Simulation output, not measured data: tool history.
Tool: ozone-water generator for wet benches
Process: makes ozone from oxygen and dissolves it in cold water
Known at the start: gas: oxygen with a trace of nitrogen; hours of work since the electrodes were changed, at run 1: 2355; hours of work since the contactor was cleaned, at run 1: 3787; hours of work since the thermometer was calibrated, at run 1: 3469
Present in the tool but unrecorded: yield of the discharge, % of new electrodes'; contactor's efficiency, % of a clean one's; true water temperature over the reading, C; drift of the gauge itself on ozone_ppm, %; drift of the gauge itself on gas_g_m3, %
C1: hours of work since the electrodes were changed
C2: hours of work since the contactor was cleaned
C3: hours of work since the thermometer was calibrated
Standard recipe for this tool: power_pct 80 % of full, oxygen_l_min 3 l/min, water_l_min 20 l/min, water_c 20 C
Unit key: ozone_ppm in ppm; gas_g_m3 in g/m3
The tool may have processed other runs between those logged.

Run 1, hour 0: usual settings; C1 2355; C2 3787; C3 3469. Result: ozone_ppm 15.4 ppm, gas_g_m3 188.3 g/m3.
Run 2, hour 64.7: usual settings but power_pct 98 % of full; C1 2416; C2 3849; C3 3531. Result: ozone_ppm 17.8 ppm, gas_g_m3 216.1 g/m3.
Run 3, hour 172.8: usual settings; C1 2520; C2 3952; C3 3634. Result: ozone_ppm 15.3 ppm, gas_g_m3 187.4 g/m3.
Run 4, hour 223.3: usual settings but oxygen_l_min 1.55 l/min; C1 2568; C2 4000; C3 3682. Result: ozone_ppm 14.6 ppm, gas_g_m3 282.1 g/m3.
Run 5, hour 331: usual settings but power_pct 85 % of full, oxygen_l_min 1.55 l/min; C1 2671; C2 4104; C3 3785. Result: ozone_ppm 15 ppm, gas_g_m3 292.4 g/m3.
Run 6, hour 396.6: usual settings but water_l_min 23 l/min; C1 2734; C2 4166; C3 3848. Result: ozone_ppm 13.5 ppm, gas_g_m3 186 g/m3.
Run 7, hour 497.5: usual settings but power_pct 86 % of full; C1 2830; C2 4263; C3 3944. Result: ozone_ppm 16.1 ppm, gas_g_m3 197 g/m3.
Run 8, hour 611.5: usual settings but power_pct 86 % of full; C1 2939; C2 4372; C3 4053. Result: ozone_ppm 16.2 ppm, gas_g_m3 194.8 g/m3.
Run 9, hour 733.7: usual settings; C1 3056; C2 4489; C3 4170. Result: ozone_ppm 15.4 ppm, gas_g_m3 185.6 g/m3.
Run 10, hour 841.9: usual settings; C1 3159; C2 4592; C3 4274. Result: ozone_ppm 15.2 ppm, gas_g_m3 184.9 g/m3.
Run 11, hour 906.6: usual settings; C1 3221; C2 4654; C3 4336. Result: ozone_ppm 15.3 ppm, gas_g_m3 182.9 g/m3.
Run 12, hour 960.6: usual settings; C1 3273; C2 4706; C3 4387. Result: ozone_ppm 15.4 ppm, gas_g_m3 186 g/m3.
Run 13, hour 1062.3: usual settings; C1 3370; C2 4803; C3 4484. Result: ozone_ppm 15.5 ppm, gas_g_m3 185 g/m3.
Run 14, hour 1144.2: usual settings but water_l_min 19 l/min; C1 3449; C2 4881; C3 4563. Result: ozone_ppm 16 ppm, gas_g_m3 183.8 g/m3.
Run 15, hour 1208.4: usual settings but water_l_min 19 l/min; C1 3510; C2 4942; C3 4624. Result: ozone_ppm 15.9 ppm, gas_g_m3 182.8 g/m3.
Run 16, hour 1264.8: usual settings but water_l_min 19 l/min; C1 3564; C2 4996; C3 4678. Result: ozone_ppm 16 ppm, gas_g_m3 186.1 g/m3.
Run 17, hour 1316.7: usual settings but power_pct 94 % of full, oxygen_l_min 3.33 l/min, water_l_min 19 l/min, water_c 13 C; C1 3613; C2 5046; C3 4728. Result: ozone_ppm 19.4 ppm, gas_g_m3 191.5 g/m3.
Run 18, hour 1440: usual settings but power_pct 66 % of full; C1 3731; C2 5164; C3 4846. Result: ozone_ppm 13.5 ppm, gas_g_m3 160.7 g/m3.
Run 19, hour 1527.4: usual settings but water_c 23 C; C1 3815; C2 5247; C3 4929. Result: ozone_ppm 14.7 ppm, gas_g_m3 183.8 g/m3.
Run 20, hour 1593: usual settings but water_c 23 C; C1 3878; C2 5310; C3 4992. Result: ozone_ppm 14.9 ppm, gas_g_m3 184 g/m3.
Run 21, hour 1659.2: usual settings but water_c 13 C; C1 3941; C2 5374; C3 5055. Result: ozone_ppm 16.6 ppm, gas_g_m3 183.1 g/m3.
At hour 1698.4: gauge calibrated.
Run 22, hour 1748.4: usual settings but power_pct 63 % of full, oxygen_l_min 2.42 l/min, water_l_min 30 l/min, water_c 13 C; C1 4026; C2 5459; C3 5140. Result: ozone_ppm 9.5 ppm, gas_g_m3 180.4 g/m3.
Run 23, hour 1853.7: usual settings but water_l_min 26 l/min; C1 4127; C2 5559; C3 5241. Result: ozone_ppm 12.3 ppm, gas_g_m3 188.4 g/m3.
At hour 1914.4: contactor cleaned.
Run 24, hour 1934.7: usual settings but water_l_min 26 l/min; C1 4201; C2 19; C3 5315. Result: ozone_ppm 12.5 ppm, gas_g_m3 186.5 g/m3.
Run 25, hour 2000.7: usual settings but power_pct 62 % of full, water_l_min 31 l/min, water_c 18 C; C1 4264; C2 83; C3 5378. Result: ozone_ppm 9.1 ppm, gas_g_m3 157.4 g/m3.
Run 26, hour 2059.5: usual settings but power_pct 58 % of full, oxygen_l_min 1.6 l/min, water_l_min 26 l/min, water_c 16 C; C1 4320; C2 139; C3 5434. Result: ozone_ppm 9.3 ppm, gas_g_m3 220.5 g/m3.
Run 27, hour 2136.1: usual settings but power_pct 58 % of full, oxygen_l_min 1.6 l/min, water_l_min 26 l/min, water_c 16 C; C1 4393; C2 212; C3 5507. Result: ozone_ppm 9 ppm, gas_g_m3 219.6 g/m3.
Run 28, hour 2194.4: usual settings but oxygen_l_min 1.56 l/min; C1 4449; C2 268; C3 5563. Result: ozone_ppm 14.2 ppm, gas_g_m3 278.8 g/m3.
Run 29, hour 2261.2: usual settings but oxygen_l_min 1.56 l/min; C1 4513; C2 332; C3 5627. Result: ozone_ppm 14.3 ppm, gas_g_m3 278.6 g/m3.
Run 30, hour 2359.7: usual settings but oxygen_l_min 1.56 l/min; C1 4607; C2 426; C3 5721. Result: ozone_ppm 14.3 ppm, gas_g_m3 277.2 g/m3.
Run 31, hour 2442: usual settings but oxygen_l_min 4.69 l/min; C1 4686; C2 505; C3 5800. Result: ozone_ppm 15.1 ppm, gas_g_m3 142.1 g/m3.
Run 32, hour 2560.3: usual settings but power_pct 62 % of full, oxygen_l_min 4.24 l/min, water_l_min 14 l/min, water_c 27 C; C1 4799; C2 618; C3 5913. Result: ozone_ppm 14.2 ppm, gas_g_m3 124.5 g/m3.

Predict each of these 3 candidate next runs independently; none follows another, all start after run 32:
At hour 2568.5: water thermometer calibrated.
Run A, hour 2684.9: usual settings but power_pct 77 % of full, oxygen_l_min 4.24 l/min, water_l_min 14 l/min, water_c 17 C; C1 4917; C2 736; C3 111. Result: ozone_ppm ?, gas_g_m3 ?.
At hour 2568.5: water thermometer calibrated.
Run B, hour 2684.9: usual settings but power_pct 54 % of full; C1 4917; C2 736; C3 111. Result: ozone_ppm ?, gas_g_m3 ?.
At hour 2568.5: water thermometer calibrated.
Run C, hour 2684.9: usual settings but power_pct 62 % of full, oxygen_l_min 1.93 l/min, water_l_min 21 l/min, water_c 14 C; C1 4917; C2 736; C3 111. Result: ozone_ppm ?, gas_g_m3 ?.

run  ozone_ppm  gas_g_m3
  A       19.9     145.8
  B       11.7     139.5
  C       12.3     202.9
What these runs would have given with no unlogged condition in the tool:
run  ozone_ppm  gas_g_m3
  A       19.9     148.8
  B       11.7     142.3
  C       12.4     206.9

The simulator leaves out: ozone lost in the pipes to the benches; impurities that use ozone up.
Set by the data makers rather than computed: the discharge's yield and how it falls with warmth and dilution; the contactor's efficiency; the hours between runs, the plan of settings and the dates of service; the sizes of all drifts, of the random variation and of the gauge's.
